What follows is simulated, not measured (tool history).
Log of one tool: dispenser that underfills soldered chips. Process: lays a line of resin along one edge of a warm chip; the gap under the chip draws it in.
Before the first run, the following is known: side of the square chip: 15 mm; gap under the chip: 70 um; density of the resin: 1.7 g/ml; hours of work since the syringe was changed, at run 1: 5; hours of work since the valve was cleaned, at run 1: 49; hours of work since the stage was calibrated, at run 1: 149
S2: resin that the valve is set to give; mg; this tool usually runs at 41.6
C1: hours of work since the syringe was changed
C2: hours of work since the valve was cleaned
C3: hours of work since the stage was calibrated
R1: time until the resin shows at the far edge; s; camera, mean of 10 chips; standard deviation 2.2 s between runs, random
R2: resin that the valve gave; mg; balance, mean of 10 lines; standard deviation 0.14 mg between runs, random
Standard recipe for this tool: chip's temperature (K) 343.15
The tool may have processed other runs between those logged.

run 1 day=0.000 | chip's_temperature_(K)=343.15 S2=41.6 | C1=5 C2=49 C3=149 | R1=293.6 R2=40.73
-- day=0.183 new syringe of resin
run 2 day=0.329 | chip's_temperature_(K)=337.15 S2=41.6 | C1=3 C2=55 C3=155 | R1=303.3 R2=40.63
-- day=0.700 new syringe of resin
run 3 day=0.879 | chip's_temperature_(K)=337.15 S2=41.6 | C1=3 C2=64 C3=164 | R1=314.0 R2=40.49
-- day=1.208 new syringe of resin
run 4 day=1.254 | chip's_temperature_(K)=343.15 S2=36.0 | C1=1 C2=71 C3=171 | R1=231.8 R2=34.99
run 5 day=1.583 | chip's_temperature_(K)=343.15 S2=41.6 | C1=7 C2=77 C3=176 | R1=309.1 R2=40.61
-- day=1.725 new syringe of resin
run 6 day=2.183 | chip's_temperature_(K)=343.15 S2=41.6 | C1=8 C2=87 C3=187 | R1=326.7 R2=40.19
-- day=2.238 new syringe of resin
run 7 day=2.575 | chip's_temperature_(K)=343.15 S2=41.6 | C1=6 C2=94 C3=193 | R1=305.5 R2=40.31
-- day=2.742 new syringe of resin
run 8 day=3.083 | chip's_temperature_(K)=343.15 S2=41.6 | C1=6 C2=102 C3=202 | R1=304.4 R2=40.08
-- day=3.258 new syringe of resin
run 9 day=3.354 | chip's_temperature_(K)=343.15 S2=41.6 | C1=2 C2=107 C3=206 | R1=238.0 R2=40.00
-- day=3.788 new syringe of resin
run 10 day=3.921 | chip's_temperature_(K)=343.15 S2=53.5 | C1=2 C2=116 C3=216 | R1=237.7 R2=50.86
-- day=4.292 new syringe of resin
run 11 day=4.462 | chip's_temperature_(K)=343.15 S2=53.5 | C1=3 C2=126 C3=225 | R1=248.8 R2=51.04
-- day=4.808 new syringe of resin
run 12 day=4.950 | chip's_temperature_(K)=336.15 S2=41.6 | C1=2 C2=134 C3=234 | R1=309.4 R2=39.47
-- day=5.329 new syringe of resin
-- day=5.371 dispensing valve cleaned and set on the balance
run 13 day=5.429 | chip's_temperature_(K)=336.15 S2=41.6 | C1=1 C2=1 C3=241 | R1=285.1 R2=41.48
-- day=5.875 new syringe of resin
run 14 day=5.883 | chip's_temperature_(K)=329.15 S2=42.6 | C1=0 C2=9 C3=249 | R1=358.0 R2=42.24
-- day=6.400 new syringe of resin
run 15 day=6.417 | chip's_temperature_(K)=346.15 S2=53.5 | C1=0 C2=18 C3=258 | R1=185.3 R2=52.97
run 16 day=6.700 | chip's_temperature_(K)=346.15 S2=53.5 | C1=5 C2=23 C3=263 | R1=246.5 R2=53.03
-- day=6.908 new syringe of resin
run 17 day=7.217 | chip's_temperature_(K)=346.15 S2=53.5 | C1=5 C2=32 C3=272 | R1=252.0 R2=53.03
-- day=7.408 new syringe of resin
run 18 day=7.725 | chip's_temperature_(K)=346.15 S2=42.6 | C1=6 C2=40 C3=281 | R1=257.0 R2=41.85
-- day=7.925 new syringe of resin
run 19 day=8.275 | chip's_temperature_(K)=340.15 S2=41.6 | C1=6 C2=50 C3=290 | R1=335.3 R2=40.93

What differs in the tool's unlogged condition from the final listed run ahead of each entry between runs to the first listed run following it?
Runs 1 to 2: new syringe of resin (day 0.183)
  resin's viscosity, % of fresh resin's: 138.1 -> 115; dose that the valve gives, % of what is set: 98.16 -> 97.96; true chip temperature over the reading, C: 0.48 -> 0.5
  measured result minus the result with no hidden state, R1: +77.8 -> +35.3 s; R2: -0.77 -> -0.84 mg
Runs 2 to 3: new syringe of resin (day 0.700)
  resin's viscosity, % of fresh resin's: 115 -> 117; dose that the valve gives, % of what is set: 97.96 -> 97.61; true chip temperature over the reading, C: 0.5 -> 0.54
  measured result minus the result with no hidden state, R1: +35.3 -> +41.1 s; R2: -0.84 -> -0.99 mg
Runs 3 to 4: new syringe of resin (day 1.208)
  resin's viscosity, % of fresh resin's: 117 -> 105.3; dose that the valve gives, % of what is set: 97.61 -> 97.34; true chip temperature over the reading, C: 0.54 -> 0.57
  measured result minus the result with no hidden state, R1: +41.1 -> +8.7 s; R2: -0.99 -> -0.96 mg
Runs 5 to 6: new syringe of resin (day 1.725)
  resin's viscosity, % of fresh resin's: 145 -> 154; dose that the valve gives, % of what is set: 97.09 -> 96.7; true chip temperature over the reading, C: 0.59 -> 0.64
  measured result minus the result with no hidden state, R1: +92.1 -> +110.6 s; R2: -1.21 -> -1.37 mg
Runs 6 to 7: new syringe of resin (day 2.238)
  resin's viscosity, % of fresh resin's: 154 -> 138.5; dose that the valve gives, % of what is set: 96.7 -> 96.44; true chip temperature over the reading, C: 0.64 -> 0.67
  measured result minus the result with no hidden state, R1: +110.6 -> +80.7 s; R2: -1.37 -> -1.49 mg
Runs 7 to 8: new syringe of resin (day 2.742)
  resin's viscosity, % of fresh resin's: 138.5 -> 142.2; dose that the valve gives, % of what is set: 96.44 -> 96.1; true chip temperature over the reading, C: 0.67 -> 0.71
  measured result minus the result with no hidden state, R1: +80.7 -> +86.0 s; R2: -1.49 -> -1.62 mg
Runs 8 to 9: new syringe of resin (day 3.258)
  resin's viscosity, % of fresh resin's: 142.2 -> 110.3; dose that the valve gives, % of what is set: 96.1 -> 95.93; true chip temperature over the reading, C: 0.71 -> 0.73
  measured result minus the result with no hidden state, R1: +86.0 -> +17.8 s; R2: -1.62 -> -1.69 mg
Runs 9 to 10: new syringe of resin (day 3.788)
  resin's viscosity, % of fresh resin's: 110.3 -> 113.2; dose that the valve gives, % of what is set: 95.93 -> 95.53; true chip temperature over the reading, C: 0.73 -> 0.77
  measured result minus the result with no hidden state, R1: +17.8 -> +22.1 s; R2: -1.69 -> -2.38 mg
Runs 10 to 11: new syringe of resin (day 4.292)
  resin's viscosity, % of fresh resin's: 113.2 -> 118.7; dose that the valve gives, % of what is set: 95.53 -> 95.17; true chip temperature over the reading, C: 0.77 -> 0.81
  measured result minus the result with no hidden state, R1: +22.1 -> +33.4 s; R2: -2.38 -> -2.58 mg
Runs 11 to 12: new syringe of resin (day 4.808)
  resin's viscosity, % of fresh resin's: 118.7 -> 113.6; dose that the valve gives, % of what is set: 95.17 -> 94.87; true chip temperature over the reading, C: 0.81 -> 0.85
  measured result minus the result with no hidden state, R1: +33.4 -> +30.5 s; R2: -2.58 -> -2.14 mg
Runs 12 to 13: new syringe of resin (day 5.329); dispensing valve cleaned and set on the balance (day 5.371)
  resin's viscosity, % of fresh resin's: 113.6 -> 104.1; dose that the valve gives, % of what is set: 94.87 -> 99.94; true chip temperature over the reading, C: 0.85 -> 0.88
  measured result minus the result with no hidden state, R1: +30.5 -> +2.1 s; R2: -2.14 -> -0.02 mg
Runs 13 to 14: new syringe of resin (day 5.875)
  resin's viscosity, % of fresh resin's: 104.1 -> 99.7; dose that the valve gives, % of what is set: 99.94 -> 99.63; true chip temperature over the reading, C: 0.88 -> 0.91
  measured result minus the result with no hidden state, R1: +2.1 -> -14.0 s; R2: -0.02 -> -0.15 mg
Runs 14 to 15: new syringe of resin (day 6.400)
  dose that the valve gives, % of what is set: 99.63 -> 99.28; true chip temperature over the reading, C: 0.91 -> 0.95
  measured result minus the result with no hidden state, R1: -14.0 -> -7.0 s; R2: -0.15 -> -0.38 mg
Runs 16 to 17: new syringe of resin (day 6.908)
  resin's viscosity, % of fresh resin's: 131.7 -> 134.9; dose that the valve gives, % of what is set: 99.09 -> 98.77; true chip temperature over the reading, C: 0.98 -> 1.01
  measured result minus the result with no hidden state, R1: +52.7 -> +58.4 s; R2: -0.48 -> -0.66 mg
Runs 17 to 18: new syringe of resin (day 7.408)
  resin's viscosity, % of fresh resin's: 134.9 -> 135.7; dose that the valve gives, % of what is set: 98.77 -> 98.46; true chip temperature over the reading, C: 1.01 -> 1.05
  measured result minus the result with no hidden state, R1: +58.4 -> +60.8 s; R2: -0.66 -> -0.66 mg
Runs 18 to 19: new syringe of resin (day 7.925)
  resin's viscosity, % of fresh resin's: 135.7 -> 141.3; dose that the valve gives, % of what is set: 98.46 -> 98.08; true chip temperature over the reading, C: 1.05 -> 1.09
  measured result minus the result with no hidden state, R1: +60.8 -> +88.9 s; R2: -0.66 -> -0.80 mg
